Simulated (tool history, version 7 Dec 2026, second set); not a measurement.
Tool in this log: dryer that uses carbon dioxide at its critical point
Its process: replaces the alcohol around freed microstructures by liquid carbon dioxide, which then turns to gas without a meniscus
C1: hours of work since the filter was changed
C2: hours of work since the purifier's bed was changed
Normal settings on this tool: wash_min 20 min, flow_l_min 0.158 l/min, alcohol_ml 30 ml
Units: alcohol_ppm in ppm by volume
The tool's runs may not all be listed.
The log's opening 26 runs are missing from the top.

Run 27, hour 245.7: usual settings but wash_min 17 min, flow_l_min 0.11 l/min, alcohol_ml 92 ml; C1 455; C2 187. Result: alcohol_ppm 14412 ppm by volume.
Run 28, hour 251.3: usual settings but alcohol_ml 74 ml; C1 457; C2 189. Result: alcohol_ppm 2124 ppm by volume.
Run 29, hour 259.8: usual settings but wash_min 12 min, flow_l_min 0.127 l/min; C1 461; C2 192. Result: alcohol_ppm 7491 ppm by volume.
Run 30, hour 265.7: usual settings but alcohol_ml 24 ml; C1 463; C2 195. Result: alcohol_ppm 691 ppm by volume.
Run 31, hour 273.9: usual settings but wash_min 24 min, alcohol_ml 84 ml; C1 466; C2 198. Result: alcohol_ppm 1039 ppm by volume.
Run 32, hour 284: usual settings but wash_min 25 min, alcohol_ml 21 ml; C1 471; C2 202. Result: alcohol_ppm 222 ppm by volume.
Run 33, hour 296.3: usual settings but wash_min 14 min, flow_l_min 0.253 l/min, alcohol_ml 80 ml; C1 475; C2 207. Result: alcohol_ppm 1603 ppm by volume.
Run 34, hour 307.4: usual settings but wash_min 18 min, flow_l_min 0.233 l/min, alcohol_ml 40 ml; C1 480; C2 211. Result: alcohol_ppm 338 ppm by volume.
Run 35, hour 313.4: usual settings but wash_min 31 min, flow_l_min 0.233 l/min, alcohol_ml 87 ml; C1 482; C2 214. Result: alcohol_ppm 36 ppm by volume.

Below are 3 alternative next runs, each starting from the tool's condition after run 35. Predict each:
Run A, hour 320.6: usual settings but wash_min 17 min, flow_l_min 0.216 l/min, alcohol_ml 36 ml; C1 485; C2 216. Result: alcohol_ppm ?.
Run B, hour 320.6: usual settings but wash_min 16 min; C1 485; C2 216. Result: alcohol_ppm ?.
Run C, hour 320.6: usual settings but alcohol_ml 23 ml; C1 485; C2 216. Result: alcohol_ppm ?.

run  alcohol_ppm
  A          598
  B         2014
  C          678
With no hidden state in the tool, these same runs would have given:
run  alcohol_ppm
  A          370
  B         1442
  C          443
